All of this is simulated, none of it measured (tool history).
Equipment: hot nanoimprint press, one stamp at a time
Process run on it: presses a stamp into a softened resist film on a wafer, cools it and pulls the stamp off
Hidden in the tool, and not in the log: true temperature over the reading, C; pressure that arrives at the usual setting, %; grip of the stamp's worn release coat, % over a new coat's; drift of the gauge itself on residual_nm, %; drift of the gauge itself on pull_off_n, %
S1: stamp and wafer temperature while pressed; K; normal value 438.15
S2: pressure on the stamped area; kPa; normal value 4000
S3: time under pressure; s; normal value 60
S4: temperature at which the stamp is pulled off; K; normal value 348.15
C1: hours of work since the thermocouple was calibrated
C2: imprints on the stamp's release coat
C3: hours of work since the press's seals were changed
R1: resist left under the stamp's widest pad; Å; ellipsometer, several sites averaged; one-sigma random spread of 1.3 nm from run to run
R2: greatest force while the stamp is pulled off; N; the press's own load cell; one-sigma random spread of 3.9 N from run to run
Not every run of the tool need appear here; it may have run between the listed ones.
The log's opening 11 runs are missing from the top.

{"run": 12, "hour": 94.2, "S1": 438.15, "S2": 4000, "S3": 60, "S4": 348.15, "C1": 156, "C2": 240, "C3": 65, "R1": 2652, "R2": 190}
{"run": 13, "hour": 101.3, "S1": 438.15, "S2": 4000, "S3": 60, "S4": 348.15, "C1": 161, "C2": 278, "C3": 70, "R1": 2619, "R2": 190}
{"run": 14, "hour": 113.1, "S1": 438.15, "S2": 4000, "S3": 60, "S4": 348.15, "C1": 169, "C2": 340, "C3": 78, "R1": 2648, "R2": 196}
{"run": 15, "hour": 125.2, "S1": 438.15, "S2": 4000, "S3": 60, "S4": 348.15, "C1": 177, "C2": 404, "C3": 86, "R1": 2646, "R2": 190}
{"run": 16, "hour": 136.6, "S1": 438.15, "S2": 4000, "S3": 60, "S4": 348.15, "C1": 185, "C2": 464, "C3": 94, "R1": 2622, "R2": 192}
{"run": 17, "hour": 145.0, "S1": 429.15, "S2": 4740, "S3": 51, "S4": 348.15, "C1": 190, "C2": 508, "C3": 99, "R1": 4383, "R2": 195}
{"run": 18, "hour": 157.0, "S1": 433.15, "S2": 4740, "S3": 51, "S4": 335.15, "C1": 198, "C2": 571, "C3": 107, "R1": 3492, "R2": 227}
{"run": 19, "hour": 167.9, "S1": 441.15, "S2": 5380, "S3": 60, "S4": 336.15, "C1": 206, "C2": 629, "C3": 115, "R1": 1859, "R2": 233}
{"run": 20, "hour": 175.5, "S1": 441.15, "S2": 5380, "S3": 60, "S4": 336.15, "C1": 211, "C2": 669, "C3": 120, "R1": 1851, "R2": 228}
{"run": 21, "hour": 187.8, "S1": 441.15, "S2": 5380, "S3": 60, "S4": 336.15, "C1": 219, "C2": 733, "C3": 128, "R1": 1849, "R2": 236}
{"run": 22, "hour": 196.1, "S1": 441.15, "S2": 5380, "S3": 60, "S4": 336.15, "C1": 224, "C2": 777, "C3": 133, "R1": 1864, "R2": 230}
{"run": 23, "hour": 206.7, "S1": 441.15, "S2": 3210, "S3": 60, "S4": 338.15, "C1": 231, "C2": 833, "C3": 140, "R1": 2423, "R2": 222}
{"hour": 211.9, "done": "gauge calibrated"}
{"run": 24, "hour": 216.1, "S1": 447.15, "S2": 4000, "S3": 37, "S4": 348.15, "C1": 238, "C2": 882, "C3": 147, "R1": 1918, "R2": 191}
{"run": 25, "hour": 224.3, "S1": 433.15, "S2": 4000, "S3": 37, "S4": 337.15, "C1": 243, "C2": 926, "C3": 152, "R1": 4223, "R2": 234}
{"run": 26, "hour": 235.0, "S1": 433.15, "S2": 5870, "S3": 37, "S4": 337.15, "C1": 250, "C2": 982, "C3": 159, "R1": 3550, "R2": 239}
{"run": 27, "hour": 240.6, "S1": 438.15, "S2": 4000, "S3": 30, "S4": 337.15, "C1": 254, "C2": 1011, "C3": 163, "R1": 3428, "R2": 224}
{"run": 28, "hour": 248.0, "S1": 438.15, "S2": 3370, "S3": 30, "S4": 346.15, "C1": 259, "C2": 1050, "C3": 168, "R1": 3690, "R2": 197}
{"run": 29, "hour": 257.8, "S1": 438.15, "S2": 2970, "S3": 80, "S4": 348.15, "C1": 266, "C2": 1102, "C3": 175, "R1": 2787, "R2": 195}
{"run": 30, "hour": 265.7, "S1": 438.15, "S2": 2970, "S3": 80, "S4": 348.15, "C1": 271, "C2": 1143, "C3": 180, "R1": 2778, "R2": 194}

3 ways to go on from here, each from the tool as it stands after run 30. What would each give?
{"run": "A", "hour": 273.5, "S1": 435.15, "S2": 5150, "S3": 60, "S4": 343.15, "C1": 276, "C2": 1185, "C3": 185, "R1": "?", "R2": "?"}
{"run": "B", "hour": 273.5, "S1": 437.15, "S2": 4000, "S3": 44, "S4": 354.15, "C1": 276, "C2": 1185, "C3": 185, "R1": "?", "R2": "?"}
{"run": "C", "hour": 273.5, "S1": 434.15, "S2": 4000, "S3": 60, "S4": 348.15, "C1": 276, "C2": 1185, "C3": 185, "R1": "?", "R2": "?"}

run=A R1=2798 R2=208
run=B R1=3147 R2=175
run=C R1=3384 R2=197
Without the tool's hidden state the same runs would have given:
run=A R1=2818 R2=205
run=B R1=3170 R2=173
run=C R1=3409 R2=194

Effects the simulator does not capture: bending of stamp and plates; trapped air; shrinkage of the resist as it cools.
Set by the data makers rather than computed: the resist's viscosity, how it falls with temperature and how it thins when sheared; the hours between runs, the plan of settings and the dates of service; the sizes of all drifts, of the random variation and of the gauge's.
